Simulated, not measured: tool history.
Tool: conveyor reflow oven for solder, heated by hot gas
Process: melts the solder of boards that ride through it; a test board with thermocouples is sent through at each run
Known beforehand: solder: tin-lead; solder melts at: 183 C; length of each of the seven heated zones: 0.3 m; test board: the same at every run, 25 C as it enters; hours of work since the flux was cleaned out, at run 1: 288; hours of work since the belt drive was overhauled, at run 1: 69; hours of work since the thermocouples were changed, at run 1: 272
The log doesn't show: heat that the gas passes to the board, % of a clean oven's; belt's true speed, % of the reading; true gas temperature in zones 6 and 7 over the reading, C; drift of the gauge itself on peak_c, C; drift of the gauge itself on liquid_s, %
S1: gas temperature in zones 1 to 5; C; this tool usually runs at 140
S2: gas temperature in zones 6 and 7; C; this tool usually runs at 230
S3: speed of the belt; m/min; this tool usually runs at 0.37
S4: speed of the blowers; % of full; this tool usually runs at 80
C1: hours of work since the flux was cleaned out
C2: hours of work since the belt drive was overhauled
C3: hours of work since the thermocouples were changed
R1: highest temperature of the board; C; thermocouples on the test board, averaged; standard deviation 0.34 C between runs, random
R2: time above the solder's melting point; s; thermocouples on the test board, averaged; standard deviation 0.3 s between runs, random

run 1 hour=0 | S1=140 S2=230 S3=0.37 S4=80 | C1=288 C2=69 C3=272 | R1=215.8 R2=72.7
run 2 hour=4.9 | S1=140 S2=230 S3=0.37 S4=80 | C1=291 C2=71 C3=274 | R1=216.5 R2=73.5
run 3 hour=11.9 | S1=140 S2=230 S3=0.37 S4=80 | C1=294 C2=74 C3=277 | R1=216.3 R2=73.1
run 4 hour=21 | S1=140 S2=230 S3=0.37 S4=80 | C1=298 C2=78 C3=281 | R1=215.6 R2=73.3
run 5 hour=28.2 | S1=140 S2=230 S3=0.37 S4=80 | C1=301 C2=81 C3=285 | R1=215.6 R2=72.5
-- hour=36.2 flux residue cleaned out of gas plates and filters
run 6 hour=40.1 | S1=135 S2=230 S3=0.37 S4=80 | C1=2 C2=84 C3=288 | R1=216.7 R2=72.1
run 7 hour=48.3 | S1=140 S2=221 S3=0.37 S4=80 | C1=5 C2=88 C3=291 | R1=209.7 R2=66.8
run 8 hour=53.2 | S1=140 S2=221 S3=0.37 S4=80 | C1=7 C2=90 C3=293 | R1=209.8 R2=66.7
run 9 hour=60.6 | S1=140 S2=230 S3=0.37 S4=80 | C1=11 C2=93 C3=296 | R1=217.8 R2=75
run 10 hour=68.8 | S1=140 S2=230 S3=0.37 S4=51 | C1=14 C2=97 C3=300 | R1=210.6 R2=64.6
run 11 hour=77.5 | S1=140 S2=230 S3=0.37 S4=51 | C1=18 C2=100 C3=304 | R1=209.7 R2=65
run 12 hour=86.4 | S1=140 S2=230 S3=0.37 S4=51 | C1=22 C2=104 C3=308 | R1=210.4 R2=65.2
run 13 hour=95.3 | S1=140 S2=237 S3=0.37 S4=51 | C1=26 C2=108 C3=312 | R1=216.8 R2=72.4
run 14 hour=103.2 | S1=140 S2=226 S3=0.37 S4=51 | C1=29 C2=112 C3=315 | R1=206.4 R2=60.3
run 15 hour=107.8 | S1=140 S2=226 S3=0.37 S4=51 | C1=31 C2=114 C3=317 | R1=206.6 R2=60.4
run 16 hour=113 | S1=140 S2=239 S3=0.37 S4=63 | C1=33 C2=116 C3=319 | R1=221.3 R2=77.2
run 17 hour=122.1 | S1=140 S2=222 S3=0.37 S4=50 | C1=37 C2=120 C3=323 | R1=202.9 R2=54.8
run 18 hour=126.8 | S1=144 S2=224 S3=0.364 S4=50 | C1=39 C2=122 C3=325 | R1=205.7 R2=62.7
run 19 hour=135.4 | S1=144 S2=223 S3=0.397 S4=50 | C1=43 C2=126 C3=329 | R1=202.9 R2=51.2
run 20 hour=144.6 | S1=144 S2=244 S3=0.307 S4=50 | C1=47 C2=130 C3=333 | R1=228.4 R2=103.1
run 21 hour=150 | S1=144 S2=244 S3=0.307 S4=50 | C1=49 C2=132 C3=335 | R1=229.1 R2=102.6
run 22 hour=155.9 | S1=144 S2=241 S3=0.434 S4=61 | C1=52 C2=134 C3=338 | R1=217.7 R2=63.7
run 23 hour=160.2 | S1=144 S2=241 S3=0.434 S4=61 | C1=54 C2=136 C3=340 | R1=217.3 R2=63.3
run 24 hour=165.2 | S1=144 S2=241 S3=0.434 S4=61 | C1=56 C2=139 C3=342 | R1=217.7 R2=63.2
run 25 hour=173.1 | S1=144 S2=241 S3=0.434 S4=89 | C1=60 C2=142 C3=345 | R1=224.7 R2=69.7
run 26 hour=179.9 | S1=144 S2=241 S3=0.434 S4=89 | C1=62 C2=145 C3=348 | R1=223.8 R2=69.5
run 27 hour=186.6 | S1=144 S2=241 S3=0.434 S4=89 | C1=65 C2=148 C3=351 | R1=224.1 R2=70.3
run 28 hour=191.1 | S1=127 S2=224 S3=0.305 S4=89 | C1=67 C2=150 C3=353 | R1=216.2 R2=86.2
run 29 hour=197.9 | S1=127 S2=224 S3=0.305 S4=89 | C1=70 C2=153 C3=356 | R1=216.2 R2=86.4
run 30 hour=202.7 | S1=131 S2=221 S3=0.37 S4=74 | C1=72 C2=155 C3=358 | R1=206.6 R2=58.6

For each run, the measured value with the value that run would have given without the tool's hidden condition subtracted. The run-to-run variation is shared by both, the gauge scatter possibly not:
run=1 R1=-1.6 R2=-2
run=2 R1=-1.6 R2=-2.1
run=3 R1=-1.6 R2=-2
run=4 R1=-1.6 R2=-2.1
run=5 R1=-1.7 R2=-2.1
run=6 R1=-0.2 R2=-0.3
run=7 R1=-0.3 R2=-0.4
run=8 R1=-0.3 R2=-0.3
run=9 R1=-0.3 R2=-0.3
run=10 R1=-0.2 R2=-0.4
run=11 R1=-0.3 R2=-0.4
run=12 R1=-0.3 R2=-0.4
run=13 R1=-0.3 R2=-0.4
run=14 R1=-0.4 R2=-0.6
run=15 R1=-0.3 R2=-0.6
run=16 R1=-0.5 R2=-0.4
run=17 R1=-0.4 R2=-0.7
run=18 R1=-0.4 R2=-0.6
run=19 R1=-0.4 R2=-0.7
run=20 R1=-0.4 R2=-0.3
run=21 R1=-0.4 R2=-0.4
run=22 R1=-0.6 R2=-0.5
run=23 R1=-0.6 R2=-0.6
run=24 R1=-0.7 R2=-0.6
run=25 R1=-0.7 R2=-0.5
run=26 R1=-0.8 R2=-0.6
run=27 R1=-0.8 R2=-0.6
run=28 R1=-0.6 R2=-0.9
run=29 R1=-0.7 R2=-0.8
run=30 R1=-0.7 R2=-1.1
